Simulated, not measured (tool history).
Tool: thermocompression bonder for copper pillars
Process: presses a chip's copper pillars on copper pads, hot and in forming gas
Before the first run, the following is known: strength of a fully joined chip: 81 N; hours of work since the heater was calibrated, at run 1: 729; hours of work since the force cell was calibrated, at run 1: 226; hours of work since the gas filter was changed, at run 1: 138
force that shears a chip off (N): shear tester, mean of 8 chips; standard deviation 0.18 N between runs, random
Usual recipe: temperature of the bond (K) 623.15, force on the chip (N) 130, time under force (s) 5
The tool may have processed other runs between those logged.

run   hour  temperature of the bond (K)  force on the chip (N)  time under force (s)  hours of work since the heater was calibrated  hours of work since the force cell was calibrated  hours of work since the gas filter was changed  force that shears a chip off (N)
  1    0.0                       623.15                    130                     5                                            729                                                226                                             138                              31.4
  2   11.4                       623.15                    130                     5                                            734                                                231                                             143                              30.9
  3   19.5                       623.15                    130                     5                                            738                                                235                                             146                              31.4
  4   28.6                       623.15                    130                     5                                            742                                                239                                             150                              31.5
  5   38.0                       623.15                    130                     5                                            746                                                243                                             155                              31.5
  6   47.8                       623.15                     97                     5                                            751                                                247                                             159                              22.9
  7   62.7                       623.15                     97                     5                                            757                                                254                                             166                              22.9
  8   78.1                       623.15                     97                     5                                            764                                                261                                             173                              23.0
  9   94.9                       622.15                    131                     4                                            772                                                269                                             180                              28.6
 10  108.0                       622.15                    131                    13                                            778                                                274                                             186                              44.4
 11  117.7                       622.15                    131                    13                                            782                                                279                                             190                              44.1
 12  127.2                       633.15                    131                     6                                            786                                                283                                             195                              37.5
 13  142.7                       633.15                    131                     6                                            793                                                290                                             202                              37.9
 14  158.8                       599.15                    131                     5                                            800                                                297                                             209                              24.5
 15  167.4                       599.15                    131                     5                                            804                                                301                                             213                              24.7
 16  177.5                       634.15                    121                     7                                            809                                                306                                             217                              37.4

4 ways to go on from here, each from the tool as it stands after run 16. What would each give?
  A  190.1                       634.15                    158                     7                                            814                                                311                                             223                                 ?
  B  190.1                       634.15                    134                     7                                            814                                                311                                             223                                 ?
  C  190.1                       623.15                    189                     5                                            814                                                311                                             223                                 ?
  D  190.1                       609.15                    151                     7                                            814                                                311                                             223                                 ?

run  force that shears a chip off (N)
  A                              46.9
  B                              40.9
  C                              44.6
  D                              36.1
Take away the tool's hidden state, keep each run's random variation, and the runs would have read:
run  force that shears a chip off (N)
  A                              46.2
  B                              40.2
  C                              43.9
  D                              35.5
